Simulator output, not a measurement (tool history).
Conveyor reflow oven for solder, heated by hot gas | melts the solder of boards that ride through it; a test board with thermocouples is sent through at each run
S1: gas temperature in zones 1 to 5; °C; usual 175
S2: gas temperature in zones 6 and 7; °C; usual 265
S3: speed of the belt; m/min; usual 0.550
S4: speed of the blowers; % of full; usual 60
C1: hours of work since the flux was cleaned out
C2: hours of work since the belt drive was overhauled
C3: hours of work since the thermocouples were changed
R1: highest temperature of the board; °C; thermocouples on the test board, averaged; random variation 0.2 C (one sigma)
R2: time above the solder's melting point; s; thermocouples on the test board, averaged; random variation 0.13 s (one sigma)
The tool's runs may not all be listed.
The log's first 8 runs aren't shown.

Run 9, hour 55.7: usual settings; C1 132; C2 67; C3 673. Result: R1 244.6 °C, R2 57.7 s.
Run 10, hour 64.7: usual settings; C1 135; C2 70; C3 677. Result: R1 244.8 °C, R2 57.7 s.
Run 11, hour 69.6: usual settings; C1 137; C2 72; C3 679. Result: R1 244.4 °C, R2 57.9 s.
Run 12, hour 74.0: usual settings; C1 139; C2 74; C3 681. Result: R1 244.6 °C, R2 57.7 s.
Run 13, hour 78.7: usual settings but S1 176 °C; C1 141; C2 76; C3 682. Result: R1 244.5 °C, R2 58.3 s.
Run 14, hour 83.2: usual settings but S3 0.590 m/min; C1 143; C2 78; C3 684. Result: R1 242.2 °C, R2 50.5 s.
Run 15, hour 87.6: usual settings; C1 145; C2 80; C3 686. Result: R1 244.6 °C, R2 57.7 s.
Run 16, hour 95.0: usual settings but S1 174 °C, S2 261 °C, S3 0.459 m/min, S4 75 % of full; C1 148; C2 83; C3 689. Result: R1 248.5 °C, R2 77.4 s.
Run 17, hour 99.5: usual settings but S1 174 °C, S2 261 °C, S3 0.459 m/min, S4 75 % of full; C1 150; C2 84; C3 691. Result: R1 248.6 °C, R2 77.3 s.
Run 18, hour 103.6: usual settings but S1 169 °C, S2 275 °C, S3 0.641 m/min, S4 75 % of full; C1 151; C2 86; C3 693. Result: R1 249.8 °C, R2 50.9 s.
Run 19, hour 111.6: usual settings but S1 169 °C, S2 275 °C, S3 0.641 m/min, S4 75 % of full; C1 154; C2 89; C3 696. Result: R1 249.5 °C, R2 50.9 s.
Run 20, hour 118.4: usual settings but S1 184 °C, S3 0.558 m/min, S4 54 % of full; C1 157; C2 92; C3 698. Result: R1 244.7 °C, R2 60.3 s.
Run 21, hour 122.8: usual settings but S1 189 °C, S2 258 °C; C1 159; C2 94; C3 700. Result: R1 241.7 °C, R2 61.5 s.
Run 22, hour 127.3: usual settings but S1 189 °C, S2 258 °C; C1 161; C2 96; C3 702. Result: R1 241.1 °C, R2 61.9 s.
Run 23, hour 133.2: usual settings but S3 0.471 m/min; C1 163; C2 98; C3 705. Result: R1 249.2 °C, R2 74.5 s.
Run 24, hour 139.3: usual settings but S1 184 °C, S3 0.554 m/min; C1 166; C2 101; C3 707. Result: R1 246.2 °C, R2 62.8 s.
Run 25, hour 144.5: usual settings but S1 182 °C, S2 273 °C, S3 0.554 m/min, S4 87 % of full; C1 168; C2 103; C3 709. Result: R1 256.5 °C, R2 72.2 s.
Run 26, hour 150.4: usual settings but S2 270 °C, S4 89 % of full; C1 170; C2 105; C3 711. Result: R1 253.9 °C, R2 67.6 s.
Run 27, hour 155.2: usual settings but S1 179 °C; C1 172; C2 107; C3 713. Result: R1 245.2 °C, R2 60.3 s.
Run 28, hour 161.1: usual settings but S1 169 °C; C1 174; C2 109; C3 716. Result: R1 242.9 °C, R2 53.9 s.
Run 29, hour 167.9: usual settings but S1 169 °C; C1 177; C2 112; C3 719. Result: R1 243.0 °C, R2 53.6 s.
Run 30, hour 171.9: usual settings but S1 169 °C; C1 179; C2 114; C3 720. Result: R1 242.8 °C, R2 53.7 s.

5 ways to go on from here, each from the tool as it stands after run 30. What would each give?
Run A, hour 178.1: usual settings but S1 174 °C, S3 0.483 m/min, S4 67 % of full; C1 181; C2 116; C3 723. Result: R1 ?, R2 ?.
Run B, hour 178.1: usual settings but S3 0.510 m/min; C1 181; C2 116; C3 723. Result: R1 ?, R2 ?.
Run C, hour 178.1: usual settings but S1 176 °C, S3 0.658 m/min, S4 80 % of full; C1 181; C2 116; C3 723. Result: R1 ?, R2 ?.
Run D, hour 178.1: usual settings but S2 262 °C, S3 0.589 m/min; C1 181; C2 116; C3 723. Result: R1 ?, R2 ?.
Run E, hour 178.1: usual settings but S1 180 °C, S3 0.622 m/min; C1 181; C2 116; C3 723. Result: R1 ?, R2 ?.

run     R1    R2
  A  248.8  72.7
  B  247.1  65.4
  C  242.6  46.4
  D  239.7  47.7
  E  241.2  48.3
Without the tool's hidden state the same runs would have given:
run     R1    R2
  A  252.1  75.8
  B  250.3  68.7
  C  246.1  49.6
  D  243.0  51.5
  E  244.4  51.7

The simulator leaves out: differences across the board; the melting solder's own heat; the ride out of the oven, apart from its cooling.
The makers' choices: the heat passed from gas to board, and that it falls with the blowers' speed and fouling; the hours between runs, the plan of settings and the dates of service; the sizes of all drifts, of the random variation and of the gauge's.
